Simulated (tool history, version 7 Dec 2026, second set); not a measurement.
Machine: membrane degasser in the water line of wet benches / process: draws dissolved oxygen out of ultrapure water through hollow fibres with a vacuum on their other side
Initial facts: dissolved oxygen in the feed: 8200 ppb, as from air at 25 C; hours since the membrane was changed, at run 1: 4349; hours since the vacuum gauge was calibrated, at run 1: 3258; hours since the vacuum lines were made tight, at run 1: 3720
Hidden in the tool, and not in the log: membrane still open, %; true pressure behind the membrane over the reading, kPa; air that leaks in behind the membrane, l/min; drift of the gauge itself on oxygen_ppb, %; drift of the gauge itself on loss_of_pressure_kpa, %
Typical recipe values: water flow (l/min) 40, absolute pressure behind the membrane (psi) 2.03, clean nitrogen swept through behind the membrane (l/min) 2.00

run    hour  water flow (l/min)  absolute pressure behind the membrane (psi)  clean nitrogen swept through behind the membrane (l/min)  hours since the membrane was changed  hours since the vacuum gauge was calibrated  hours since the vacuum lines were made tight  dissolved oxygen in the water behind the degasser (ppb)  pressure that the water loses in the fibres (psi)
  1     0.0                  40                                         2.03                                                      2.00                                  4349                                         3258                                          3720                                                    554.6                                              6.318
  2   149.6                  40                                         2.80                                                      2.00                                  4499                                         3408                                          3870                                                    754.4                                              6.279
  3   331.3                  48                                         2.03                                                      2.00                                  4681                                         3590                                          4052                                                    680.5                                              7.538
      560.7  -- vacuum gauge calibrated
  4   613.1                  48                                         2.03                                                      2.00                                  4962                                           52                                          4333                                                    690.1                                              7.599
  5   786.7                  48                                         2.03                                                      2.00                                  5136                                          226                                          4507                                                    676.0                                              7.568
  6   942.3                  48                                         2.03                                                      2.00                                  5291                                          382                                          4662                                                    684.4                                              7.549
  7  1203.7                  40                                         2.03                                                      4.78                                  5553                                          643                                          4924                                                    314.1                                              6.293
  8  1381.0                  40                                         2.03                                                      4.78                                  5730                                          820                                          5101                                                    307.0                                              6.322
  9  1572.9                  40                                         2.03                                                      4.78                                  5922                                         1012                                          5293                                                    313.6                                              6.364

Expected results for the next run?
 10  1745.2                  40                                         1.33                                                      5.33                                  6094                                         1184                                          5465                                                        ?                                                  ?

dissolved oxygen in the water behind the degasser (ppb): 211.5
pressure that the water loses in the fibres (psi): 6.328
Take away the tool's hidden state, keep the run-to-run variation as it was, and the same run would have given dissolved oxygen in the water behind the degasser (ppb) 211.0, pressure that the water loses in the fibres (psi) 6.276.

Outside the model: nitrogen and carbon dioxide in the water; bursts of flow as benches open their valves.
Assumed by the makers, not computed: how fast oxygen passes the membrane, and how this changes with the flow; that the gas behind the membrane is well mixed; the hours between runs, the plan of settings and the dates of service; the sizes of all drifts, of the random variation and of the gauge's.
